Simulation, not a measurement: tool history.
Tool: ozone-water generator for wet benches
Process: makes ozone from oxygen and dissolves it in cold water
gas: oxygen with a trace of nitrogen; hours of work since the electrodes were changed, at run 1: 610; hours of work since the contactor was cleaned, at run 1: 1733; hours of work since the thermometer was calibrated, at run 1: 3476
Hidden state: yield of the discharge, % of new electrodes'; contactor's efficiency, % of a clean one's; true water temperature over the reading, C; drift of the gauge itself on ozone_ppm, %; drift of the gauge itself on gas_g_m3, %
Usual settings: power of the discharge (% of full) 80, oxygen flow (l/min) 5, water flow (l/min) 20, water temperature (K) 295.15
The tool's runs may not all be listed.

run     day  power of the discharge (% of full)  oxygen flow (l/min)  water flow (l/min)  water temperature (K)  hours of work since the electrodes were changed  hours of work since the contactor was cleaned  hours of work since the thermometer was calibrated  dissolved ozone (ppm)  ozone in the gas ahead of the water (g/m3)
  1       0                                  80                    5                  20                 295.15                                              610                                           1733                                                3476                   25.8                                       235.2
  2   1.092                                  80                    5                  19                 295.15                                              628                                           1751                                                3494                   27.1                                       236.4
  3   1.942                                  80                    5                  19                 295.15                                              642                                           1765                                                3508                   26.9                                       237.2
  4   2.846                                  80                    5                  20                 295.15                                              657                                           1780                                                3523                   25.5                                       238.7
  5     4.9                                  80                    5                  20                 295.15                                              691                                           1814                                                3557                   25.9                                       237.2
  6   6.788                                  80                    5                  20                 295.15                                              722                                           1845                                                3588                   25.9                                       234.3
  7   8.125                                  80                    5                  20                 295.15                                              744                                           1867                                                3610                   25.7                                       237.2
  8   9.033                                  80                    5                  20                 295.15                                              759                                           1882                                                3625                   25.7                                       235.1
  9  10.921                                  80                    5                  20                 295.15                                              790                                           1913                                                3656                   26.2                                       236.7
 10  12.033                                  62                    5                  20                 288.15                                              809                                           1931                                                3675                   22.7                                       188.5
 11  13.554                                  60                 2.79                  17                 300.15                                              834                                           1957                                                3700                   20.1                                       243.7
 12  15.671                                  58                 4.95                  17                 300.15                                              869                                           1992                                                3735                   19.9                                       178.3
 13  17.546                                  80                 3.47                  25                 292.15                                              900                                           2022                                                3766                   21.3                                       281.4
 14  19.642                                  50                    5                  20                 292.15                                              934                                           2057                                                3800                   17.5                                       155.1
 15  21.088                                  40                    5                  15                 295.15                                              958                                           2081                                                3824                   16.8                                       125.7
 16  22.342                                  40                    5                  15                 295.15                                              979                                           2102                                                3845                   16.7                                       126.1
 17  24.154                                  97                    5                  15                 295.15                                             1009                                           2132                                                3875                   37.4                                       281.3
 18  25.333                                  97                    5                  15                 295.15                                             1028                                           2151                                                3894                     38                                       281.8

3 ways to go on from here, each from the tool as it stands after run 18. What would each give?
  A  27.108                                  97                 7.51                  12                 295.15                                             1058                                           2180                                                3924                      ?                                           ?
  B  27.108                                  97                    5                  15                 298.15                                             1058                                           2180                                                3924                      ?                                           ?
  C  27.108                                  45                    5                  13                 295.15                                             1058                                           2180                                                3924                      ?                                           ?

run  dissolved ozone (ppm)  ozone in the gas ahead of the water (g/m3)
  A                   39.9                                         230
  B                   35.6                                         282
  C                   20.3                                       141.7
Without the tool's hidden state the same runs would have given:
run  dissolved ozone (ppm)  ozone in the gas ahead of the water (g/m3)
  A                   39.9                                       230.1
  B                   35.7                                       282.2
  C                   20.3                                       141.7
